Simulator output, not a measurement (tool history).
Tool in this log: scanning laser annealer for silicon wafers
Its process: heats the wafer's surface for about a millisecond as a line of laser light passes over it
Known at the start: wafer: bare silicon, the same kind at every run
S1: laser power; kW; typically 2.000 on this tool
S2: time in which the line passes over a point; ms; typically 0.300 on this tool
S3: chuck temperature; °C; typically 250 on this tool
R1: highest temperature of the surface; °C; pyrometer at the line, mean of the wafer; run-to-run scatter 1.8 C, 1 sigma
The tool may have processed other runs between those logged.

{"run": 1, "hour": 0.0, "S1": 2.0, "S2": 0.3, "S3": 250, "R1": 970}
{"run": 2, "hour": 6.8, "S1": 2.0, "S2": 0.3, "S3": 250, "R1": 971}
{"run": 3, "hour": 13.4, "S1": 2.0, "S2": 0.3, "S3": 250, "R1": 971}
{"run": 4, "hour": 21.0, "S1": 2.0, "S2": 0.3, "S3": 250, "R1": 968}
{"run": 5, "hour": 29.3, "S1": 2.0, "S2": 0.3, "S3": 250, "R1": 970}
{"run": 6, "hour": 39.9, "S1": 2.179, "S2": 0.3, "S3": 250, "R1": 1038}
{"run": 7, "hour": 48.9, "S1": 2.0, "S2": 0.3, "S3": 276, "R1": 990}
{"run": 8, "hour": 54.3, "S1": 2.0, "S2": 0.3, "S3": 250, "R1": 966}
{"run": 9, "hour": 64.7, "S1": 2.0, "S2": 0.3, "S3": 250, "R1": 965}
{"run": 10, "hour": 74.9, "S1": 2.0, "S2": 0.3, "S3": 250, "R1": 966}
{"hour": 77.5, "done": "window over the wafer cleaned"}
{"run": 11, "hour": 82.8, "S1": 2.0, "S2": 0.3, "S3": 250, "R1": 960}
{"run": 12, "hour": 87.6, "S1": 1.781, "S2": 0.306, "S3": 260, "R1": 892}
{"run": 13, "hour": 96.8, "S1": 1.709, "S2": 0.268, "S3": 261, "R1": 821}
{"run": 14, "hour": 104.6, "S1": 2.112, "S2": 0.319, "S3": 259, "R1": 1035}
{"run": 15, "hour": 112.2, "S1": 2.112, "S2": 0.319, "S3": 259, "R1": 1034}
{"run": 16, "hour": 120.8, "S1": 2.112, "S2": 0.319, "S3": 259, "R1": 1036}
{"run": 17, "hour": 128.8, "S1": 1.809, "S2": 0.286, "S3": 216, "R1": 833}
{"hour": 135.2, "done": "window over the wafer cleaned, once more"}
{"run": 18, "hour": 137.9, "S1": 1.809, "S2": 0.222, "S3": 217, "R1": 782}

Forecast each of these 4 alternatives for the next run:
{"run": "A", "hour": 147.4, "S1": 1.93, "S2": 0.235, "S3": 254, "R1": "?"}
{"run": "B", "hour": 147.4, "S1": 2.188, "S2": 0.305, "S3": 214, "R1": "?"}
{"run": "C", "hour": 147.4, "S1": 1.809, "S2": 0.357, "S3": 217, "R1": "?"}
{"run": "D", "hour": 147.4, "S1": 1.872, "S2": 0.217, "S3": 256, "R1": "?"}

run=A R1=879
run=B R1=1040
run=C R1=946
run=D R1=836
With the hidden condition removed and each run's random variation left untouched, the same runs would have given:
run=A R1=896
run=B R1=1063
run=C R1=967
run=D R1=852
